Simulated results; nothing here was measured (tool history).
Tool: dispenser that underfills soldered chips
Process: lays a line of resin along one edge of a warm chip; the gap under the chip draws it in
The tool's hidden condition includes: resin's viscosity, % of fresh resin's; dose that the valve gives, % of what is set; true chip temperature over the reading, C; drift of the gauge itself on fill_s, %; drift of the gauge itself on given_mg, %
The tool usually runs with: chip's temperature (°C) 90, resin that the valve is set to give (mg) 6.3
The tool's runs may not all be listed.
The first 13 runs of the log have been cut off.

run	hour	chip's temperature (°C)	resin that the valve is set to give (mg)	hours of work since the syringe was changed	hours of work since the valve was cleaned	hours of work since the stage was calibrated	time until the resin shows at the far edge (s)	resin that the valve gave (mg)
# hour 105.5: new syringe of resin
14	113	89	6.3	6	12	417	170.1	6.22
# hour 115: new syringe of resin
15	119.4	88	6.3	3	16	421	152.5	6.183
# hour 124.8: new syringe of resin
16	126.2	88	6.3	1	21	426	128.4	6.173
# hour 134.2: new syringe of resin
17	135.7	97	6.3	1	28	433	90.6	6.156
18	141.2	104	6.48	5	32	437	88.1	6.308
# hour 143.6: new syringe of resin
19	146.2	103	8.09	2	36	441	71.7	7.852
# hour 153: new syringe of resin
20	156.1	80	7.33	2	43	448	197.6	7.087
# hour 160.8: dispensing valve cleaned and set on the balance
# hour 163.5: new syringe of resin
21	164	80	6.25	0	2	453	180	6.235
22	170.7	89	5.84	5	7	458	169.7	5.817
# hour 173.1: new syringe of resin
23	180.1	90	6.11	5	14	465	156.8	6.053
# hour 182.3: new syringe of resin
24	190.3	99	7.18	6	21	472	110.4	7.094
# hour 192: new syringe of resin
25	196.8	100	7.78	4	26	477	92.7	7.674
# hour 201.7: new syringe of resin
26	204.5	80	6.64	2	32	482	190.9	6.517
# hour 211: new syringe of resin
27	214.6	76	6.39	3	39	490	249	6.23
# hour 220.4: new syringe of resin
28	222	94	6.19	1	44	495	100.4	6.03
# hour 224.6: dispensing valve cleaned and set on the balance
29	227.7	94	6.19	5	2	499	127.6	6.192
# hour 230.8: new syringe of resin
30	232.5	90	6.37	1	6	502	119.7	6.355
# hour 240.1: new syringe of resin
31	242.5	85	6.23	2	13	509	152.1	6.192
32	248.4	82	5.43	6	17	514	241.3	5.372
# hour 249.1: new syringe of resin
33	257.2	96	7.73	6	24	520	125.4	7.627
# hour 258.5: new syringe of resin
34	266.3	96	5.5	6	30	527	128.9	5.386

Each row is a separate what-if for the run after 34, all from the same tool condition, not one after another. Results?
# hour 267.7: new syringe of resin
A	271.5	95	6.16	3	34	530	?	?
# hour 267.7: new syringe of resin
B	271.5	85	7.52	3	34	530	?	?
# hour 267.7: new syringe of resin
C	271.5	90	7.59	3	34	530	?	?

run	time until the resin shows at the far edge (s)	resin that the valve gave (mg)
A	109.6	6.032
B	162.4	7.337
C	130	7.417
With no hidden state in the tool, these same runs would have given:
run	time until the resin shows at the far edge (s)	resin that the valve gave (mg)
A	101.3	6.168
B	151.5	7.502
C	120.9	7.584
